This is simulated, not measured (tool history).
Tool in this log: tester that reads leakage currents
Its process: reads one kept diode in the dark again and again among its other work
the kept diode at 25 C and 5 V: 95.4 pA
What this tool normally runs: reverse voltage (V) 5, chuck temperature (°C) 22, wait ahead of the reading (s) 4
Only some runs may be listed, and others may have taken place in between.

| run | hour | reverse voltage (V) | chuck temperature (°C) | wait ahead of the reading (s) | current that the tester gives (pA) |
|---|---|---|---|---|---|
| 1 | 0 | 5 | 22 | 4 | 89.96 |
| 2 | 34.4 | 5 | 22 | 4 | 90.32 |
| 3 | 54.1 | 5 | 22 | 4 | 90.96 |
| 4 | 82.9 | 5 | 22 | 4 | 91.35 |
| 5 | 106.7 | 4.83 | 22 | 4 | 89.39 |
| 6 | 130.1 | 4.83 | 22 | 4 | 89.62 |
|  | 152.9 | chuck's temperature calibrated |
| 7 | 158.5 | 5 | 22 | 4 | 80.19 |
| 8 | 187.1 | 1.38 | 22 | 4 | 43.53 |
| 9 | 220.8 | 5 | 22 | 4 | 80.15 |
| 10 | 255.3 | 5 | 22 | 4 | 80.56 |
| 11 | 283.8 | 5 | 30 | 4 | 162.55 |
| 12 | 302.1 | 5 | 22 | 4 | 80.7 |
| 13 | 321.8 | 5 | 24 | 4 | 96.78 |
| 14 | 344.5 | 5 | 24 | 4 | 96.58 |
| 15 | 377.7 | 3.51 | 29 | 4 | 127.51 |
| 16 | 407.9 | 3.51 | 29 | 4 | 127.12 |
| 17 | 423.1 | 3.05 | 21 | 0.44 | 58.89 |
| 18 | 442 | 5.1 | 42 | 4 | 460.41 |
| 19 | 468.1 | 5 | 57 | 2.4 | 1516.44 |
| 20 | 483.3 | 8.69 | 22 | 2.03 | 108.65 |
| 21 | 499.1 | 4.05 | 56 | 4.13 | 1281.12 |
| 22 | 520.4 | 4.05 | 56 | 4.13 | 1282.53 |
| 23 | 550.2 | 5 | 44 | 6.94 | 539.29 |
| 24 | 568.2 | 6.03 | 45 | 0.4 | 638.6 |
| 25 | 583.9 | 6.03 | 45 | 3.35 | 638.84 |

Predict each of these 3 candidate next runs independently; none follows another, all start after run 25:
| A | 602.1 | 3.74 | 22 | 0.81 | ? |
| B | 602.1 | 2.09 | 22 | 4 | ? |
| C | 602.1 | 5 | 26 | 4 | ? |

| run | current that the tester gives (pA) |
|---|---|
| A | 71.81 |
| B | 54.14 |
| C | 116.73 |
Had the tool no hidden state, the same runs would have come out as:
| run | current that the tester gives (pA) |
|---|---|
| A | 63.22 |
| B | 48.89 |
| C | 104.64 |
